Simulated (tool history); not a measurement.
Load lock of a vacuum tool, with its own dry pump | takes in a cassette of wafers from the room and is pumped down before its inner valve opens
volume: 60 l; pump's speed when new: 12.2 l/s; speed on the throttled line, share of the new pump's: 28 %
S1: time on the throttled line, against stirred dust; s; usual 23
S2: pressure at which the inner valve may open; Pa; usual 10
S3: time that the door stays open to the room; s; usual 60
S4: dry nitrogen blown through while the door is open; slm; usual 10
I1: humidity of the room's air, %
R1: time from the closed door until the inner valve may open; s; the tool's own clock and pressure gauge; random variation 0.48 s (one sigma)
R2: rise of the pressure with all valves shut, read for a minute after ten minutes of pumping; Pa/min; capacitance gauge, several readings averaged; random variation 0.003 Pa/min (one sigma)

run    hour  S1  S2   S3  S4    I1    R1     R2
  1     0.0  23  10   60  10  45.2  63.4  0.074
  2   119.9  15  10   60  10  46.0  57.7  0.078
  3   283.9  15  10   60  10  44.3  58.7  0.082
  4   510.5  15  10   60  10  43.1  58.4  0.074
  5   641.1  15  10   60  10  44.8  58.8  0.081
  6   800.2  15  10   60  10  43.3  58.9  0.081
  7   921.3  44  13  174  20  44.8  77.3  0.083
  8  1013.8  35  16  168   5  43.3  71.7  0.098
  9  1211.9  17  16   66   4  44.3  57.6  0.092
 10  1360.2  23  12   60  10  46.1  64.0  0.086
 11  1496.6  23   7   86  10  46.0  67.4  0.094

The next listed run, before its measurement:
 12  1712.3  23   7  86  10  45.2   ?   ?

R1: 66.7 s
R2: 0.088 Pa/min
Without the tool's hidden state the same run would have given R1 63.7 s, R2 0.026 Pa/min.

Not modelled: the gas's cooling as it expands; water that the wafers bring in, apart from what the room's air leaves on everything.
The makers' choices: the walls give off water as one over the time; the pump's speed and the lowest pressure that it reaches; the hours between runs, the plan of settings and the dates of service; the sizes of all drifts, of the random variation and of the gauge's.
